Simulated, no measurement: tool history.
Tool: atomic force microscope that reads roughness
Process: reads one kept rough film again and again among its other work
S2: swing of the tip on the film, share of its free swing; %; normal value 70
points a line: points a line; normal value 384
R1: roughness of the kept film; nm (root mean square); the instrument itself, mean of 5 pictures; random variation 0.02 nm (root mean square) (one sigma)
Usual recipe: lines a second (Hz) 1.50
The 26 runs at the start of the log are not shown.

Run 27, hour 706.7: usual settings but lines a second (Hz) 0.75, S2 69 %, points a line 375. Result: R1 4.960 nm (root mean square).
Run 28, hour 746.6: usual settings but lines a second (Hz) 0.75, S2 69 %, points a line 375. Result: R1 4.996 nm (root mean square).
Run 29, hour 776.7: usual settings but lines a second (Hz) 0.53, points a line 747. Result: R1 5.050 nm (root mean square).
Run 30, hour 795.5: usual settings but lines a second (Hz) 2.31, points a line 364. Result: R1 4.800 nm (root mean square).
Run 31, hour 813.1: usual settings but lines a second (Hz) 2.31, S2 66 %, points a line 486. Result: R1 4.859 nm (root mean square).
At hour 833.3: new tip fitted.
Run 32, hour 838.1: usual settings but lines a second (Hz) 2.31, S2 66 %, points a line 486. Result: R1 4.842 nm (root mean square).
Run 33, hour 856.2: usual settings but lines a second (Hz) 2.31, S2 66 %, points a line 486. Result: R1 4.865 nm (root mean square).
Run 34, hour 880.3: usual settings but lines a second (Hz) 2.31, S2 66 %, points a line 486. Result: R1 4.876 nm (root mean square).
Run 35, hour 911.7: usual settings but S2 62 %, points a line 918. Result: R1 4.978 nm (root mean square).
Run 36, hour 951.3: usual settings but lines a second (Hz) 1.19, S2 62 %, points a line 542. Result: R1 5.026 nm (root mean square).
Run 37, hour 970.4: usual settings but lines a second (Hz) 1.19, S2 62 %, points a line 542. Result: R1 4.986 nm (root mean square).
Run 38, hour 998.4: usual settings but lines a second (Hz) 1.19, S2 67 %, points a line 542. Result: R1 4.965 nm (root mean square).
Run 39, hour 1015.1: usual settings but lines a second (Hz) 2.74, points a line 785. Result: R1 4.754 nm (root mean square).
Run 40, hour 1040.1: usual settings but lines a second (Hz) 2.74, points a line 785. Result: R1 4.781 nm (root mean square).
At hour 1054.8: new tip fitted.
Run 41, hour 1070.1: usual settings but lines a second (Hz) 0.74, points a line 643. Result: R1 5.009 nm (root mean square).
Run 42, hour 1101.5: usual settings but lines a second (Hz) 0.74, points a line 643. Result: R1 5.028 nm (root mean square).
Run 43, hour 1135.7: usual settings but S2 63 %, points a line 769. Result: R1 4.963 nm (root mean square).
Run 44, hour 1169.1: usual settings but lines a second (Hz) 0.83, points a line 420. Result: R1 4.995 nm (root mean square).
Run 45, hour 1195.0: usual settings but lines a second (Hz) 1.25, S2 61 %, points a line 714. Result: R1 4.972 nm (root mean square).
Run 46, hour 1215.6: usual settings but S2 61 %. Result: R1 4.954 nm (root mean square).
Run 47, hour 1251.2: usual settings but lines a second (Hz) 1.29, S2 61 %, points a line 970. Result: R1 5.038 nm (root mean square).
At hour 1276.0: new tip fitted.
Run 48, hour 1291.7: usual settings but lines a second (Hz) 1.29, S2 61 %, points a line 970. Result: R1 4.995 nm (root mean square).

Branching from run 48: 5 alternative next runs. What would each branch give?
Run A, hour 1319.1: usual settings but lines a second (Hz) 1.26, S2 61 %, points a line 970. Result: R1 ?.
Run B, hour 1319.1: usual settings but lines a second (Hz) 1.72, S2 83 %, points a line 309. Result: R1 ?.
Run C, hour 1319.1: usual settings but lines a second (Hz) 2.68. Result: R1 ?.
Run D, hour 1319.1: usual settings but lines a second (Hz) 1.90, S2 58 %, points a line 287. Result: R1 ?.
Run E, hour 1319.1: usual settings but lines a second (Hz) 1.29, S2 61 %, points a line 390. Result: R1 ?.

run     R1
  A  5.040
  B  4.631
  C  4.749
  D  4.937
  E  4.996
Without the tool's hidden state the same runs would have given:
run     R1
  A  5.043
  B  4.634
  C  4.752
  D  4.941
  E  5.000

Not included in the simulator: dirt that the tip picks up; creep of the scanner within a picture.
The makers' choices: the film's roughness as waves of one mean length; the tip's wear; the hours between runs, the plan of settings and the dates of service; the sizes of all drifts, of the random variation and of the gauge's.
